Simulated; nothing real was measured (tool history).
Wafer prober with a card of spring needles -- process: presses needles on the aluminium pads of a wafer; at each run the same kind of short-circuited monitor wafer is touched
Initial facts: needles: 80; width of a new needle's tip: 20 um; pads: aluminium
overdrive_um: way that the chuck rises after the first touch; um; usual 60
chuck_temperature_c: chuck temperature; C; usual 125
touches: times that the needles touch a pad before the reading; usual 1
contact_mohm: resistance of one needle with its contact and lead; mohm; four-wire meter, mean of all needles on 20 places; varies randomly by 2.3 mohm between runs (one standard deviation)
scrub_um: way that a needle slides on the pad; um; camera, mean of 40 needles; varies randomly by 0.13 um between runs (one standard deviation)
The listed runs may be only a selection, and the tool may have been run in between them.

run 1 day=0.000 | overdrive_um=60 chuck_temperature_c=125 touches=1 | contact_mohm=268 scrub_um=11.59
-- day=0.442 tips cleaned on abrasive film
-- day=0.996 tips cleaned on abrasive film
-- day=1.442 tips cleaned on abrasive film
run 2 day=1.812 | overdrive_um=60 chuck_temperature_c=125 touches=1 | contact_mohm=264 scrub_um=11.86
-- day=1.925 tips cleaned on abrasive film
-- day=2.479 tips cleaned on abrasive film
-- day=3.025 tips cleaned on abrasive film
run 3 day=3.096 | overdrive_um=60 chuck_temperature_c=125 touches=1 | contact_mohm=270 scrub_um=11.67
-- day=3.538 tips cleaned on abrasive film
-- day=4.075 tips cleaned on abrasive film
-- day=4.521 tips cleaned on abrasive film
-- day=5.075 tips cleaned on abrasive film
run 4 day=5.421 | overdrive_um=41 chuck_temperature_c=125 touches=1 | contact_mohm=281 scrub_um=8.04
-- day=5.533 tips cleaned on abrasive film
-- day=6.088 tips cleaned on abrasive film
-- day=6.529 tips cleaned on abrasive film
run 5 day=6.592 | overdrive_um=60 chuck_temperature_c=125 touches=3 | contact_mohm=265 scrub_um=11.65
-- day=7.033 tips cleaned on abrasive film
-- day=7.479 tips cleaned on abrasive film
-- day=8.033 tips cleaned on abrasive film
-- day=8.583 tips cleaned on abrasive film
-- day=9.100 tips cleaned on abrasive film
run 6 day=9.100 | overdrive_um=60 chuck_temperature_c=125 touches=1 | contact_mohm=266 scrub_um=11.78
-- day=9.654 tips cleaned on abrasive film
-- day=10.204 tips cleaned on abrasive film
-- day=10.758 tips cleaned on abrasive film
-- day=11.312 tips cleaned on abrasive film
run 7 day=11.346 | overdrive_um=78 chuck_temperature_c=125 touches=1 | contact_mohm=264 scrub_um=14.97
-- day=11.788 tips cleaned on abrasive film
-- day=12.342 tips cleaned on abrasive film
-- day=12.817 tips cleaned on abrasive film
run 8 day=12.817 | overdrive_um=78 chuck_temperature_c=125 touches=1 | contact_mohm=260 scrub_um=15.52
-- day=13.362 tips cleaned on abrasive film
-- day=13.917 tips cleaned on abrasive film
-- day=14.467 tips cleaned on abrasive film
-- day=15.021 tips cleaned on abrasive film
run 9 day=15.233 | overdrive_um=78 chuck_temperature_c=125 touches=1 | contact_mohm=260 scrub_um=15.42
-- day=15.567 tips cleaned on abrasive film
-- day=16.008 tips cleaned on abrasive film
-- day=16.562 tips cleaned on abrasive film
-- day=17.117 tips cleaned on abrasive film
run 10 day=17.525 | overdrive_um=60 chuck_temperature_c=125 touches=1 | contact_mohm=262 scrub_um=11.68
-- day=17.638 tips cleaned on abrasive film
-- day=18.188 tips cleaned on abrasive film
-- day=18.742 tips cleaned on abrasive film
-- day=19.192 height of the first contact set anew
-- day=19.308 tips cleaned on abrasive film
run 11 day=19.696 | overdrive_um=49 chuck_temperature_c=125 touches=1 | contact_mohm=268 scrub_um=9.67
-- day=19.812 tips cleaned on abrasive film
-- day=20.362 tips cleaned on abrasive film
-- day=20.917 tips cleaned on abrasive film
-- day=21.471 tips cleaned on abrasive film
run 12 day=21.671 | overdrive_um=49 chuck_temperature_c=27 touches=1 | contact_mohm=243 scrub_um=9.66
-- day=22.004 tips cleaned on abrasive film
-- day=22.554 tips cleaned on abrasive film
run 13 day=22.992 | overdrive_um=49 chuck_temperature_c=27 touches=1 | contact_mohm=241 scrub_um=9.53
-- day=23.100 tips cleaned on abrasive film
-- day=23.646 tips cleaned on abrasive film
-- day=24.088 tips cleaned on abrasive film
run 14 day=24.242 | overdrive_um=49 chuck_temperature_c=27 touches=2 | contact_mohm=239 scrub_um=9.46
-- day=24.567 tips cleaned on abrasive film
-- day=25.112 tips cleaned on abrasive film
-- day=25.662 tips cleaned on abrasive film
-- day=26.217 tips cleaned on abrasive film
run 15 day=26.467 | overdrive_um=70 chuck_temperature_c=125 touches=2 | contact_mohm=258 scrub_um=13.59
-- day=26.692 tips cleaned on abrasive film
-- day=27.246 tips cleaned on abrasive film
-- day=27.800 tips cleaned on abrasive film
-- day=28.350 tips cleaned on abrasive film
run 16 day=28.629 | overdrive_um=70 chuck_temperature_c=125 touches=2 | contact_mohm=261 scrub_um=13.51
-- day=28.854 tips cleaned on abrasive film
-- day=29.400 tips cleaned on abrasive film
-- day=29.842 tips cleaned on abrasive film
-- day=30.396 tips cleaned on abrasive film
run 17 day=30.412 | overdrive_um=40 chuck_temperature_c=34 touches=2 | contact_mohm=250 scrub_um=7.70
-- day=30.858 tips cleaned on abrasive film
-- day=31.300 tips cleaned on abrasive film
-- day=31.854 tips cleaned on abrasive film
-- day=32.383 tips cleaned on abrasive film
run 18 day=32.383 | overdrive_um=40 chuck_temperature_c=93 touches=2 | contact_mohm=267 scrub_um=7.76
-- day=32.933 tips cleaned on abrasive film
-- day=33.488 tips cleaned on abrasive film
-- day=34.042 tips cleaned on abrasive film
-- day=34.588 tips cleaned on abrasive film
run 19 day=34.671 | overdrive_um=51 chuck_temperature_c=67 touches=1 | contact_mohm=254 scrub_um=10.22
-- day=35.117 tips cleaned on abrasive film
-- day=35.662 tips cleaned on abrasive film
-- day=36.217 tips cleaned on abrasive film
run 20 day=36.429 | overdrive_um=51 chuck_temperature_c=67 touches=1 | contact_mohm=253 scrub_um=9.93
-- day=36.762 tips cleaned on abrasive film
-- day=37.317 tips cleaned on abrasive film
-- day=37.871 tips cleaned on abrasive film
-- day=38.421 tips cleaned on abrasive film
run 21 day=38.571 | overdrive_um=53 chuck_temperature_c=63 touches=1 | contact_mohm=254 scrub_um=10.16
-- day=38.904 tips cleaned on abrasive film
-- day=39.350 tips cleaned on abrasive film
-- day=39.900 tips cleaned on abrasive film
-- day=40.454 tips cleaned on abrasive film
-- day=41.008 tips cleaned on abrasive film
run 22 day=41.021 | overdrive_um=48 chuck_temperature_c=56 touches=2 | contact_mohm=250 scrub_um=9.29

Run 23 is up next; what results do you expect?
-- day=41.467 tips cleaned on abrasive film
-- day=42.017 tips cleaned on abrasive film
-- day=42.571 tips cleaned on abrasive film
-- day=43.125 tips cleaned on abrasive film
run 23 day=43.304 | overdrive_um=48 chuck_temperature_c=56 touches=2 | contact_mohm=? scrub_um=?

contact_mohm: 250 mohm
scrub_um: 9.54 um
Minus the tool's unlogged condition, the same run would have read contact_mohm 250 mohm, scrub_um 9.54 um.
